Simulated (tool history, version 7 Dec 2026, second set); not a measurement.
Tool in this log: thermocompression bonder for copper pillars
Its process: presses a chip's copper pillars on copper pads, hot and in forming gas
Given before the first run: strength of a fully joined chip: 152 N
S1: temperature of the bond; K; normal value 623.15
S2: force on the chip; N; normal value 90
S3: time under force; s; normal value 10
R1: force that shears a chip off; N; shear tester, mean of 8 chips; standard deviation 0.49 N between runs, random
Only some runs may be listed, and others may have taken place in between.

run,hour,S1,S2,S3,R1
1,0.0,623.15,90,10,66.0
# hour 11.4: forming gas filter changed
2,18.6,623.15,88,10,69.5
3,34.4,623.15,90,11,73.0
4,47.2,623.15,90,10,70.3
5,58.1,623.15,98,10,74.0
6,67.0,623.15,98,10,74.3
7,83.4,623.15,90,10,69.9
8,99.8,623.15,90,10,69.8
9,112.3,623.15,90,10,69.2
10,126.7,623.15,90,10,69.6
# hour 146.0: heater calibrated with a thermocouple chip
11,146.5,637.15,90,10,72.2
12,162.6,594.15,110,24,78.8
13,180.5,623.15,90,6,53.3
14,197.9,608.15,128,10,73.1
15,215.2,608.15,128,10,72.7
16,229.6,637.15,79,6,54.6
17,239.7,637.15,79,6,54.4
18,250.4,610.15,116,9,67.9
19,268.4,623.15,85,7,54.4

Branching from run 19: 4 alternative next runs. What would each branch give?
A,282.4,601.15,56,26,?
B,282.4,630.15,85,7,?
C,282.4,623.15,63,7,?
D,282.4,619.15,60,6,?

run,R1
A,53.3
B,57.8
C,43.1
D,36.9
Without the tool's hidden state the same runs would have given:
run,R1
A,51.9
B,56.4
C,41.9
D,35.8
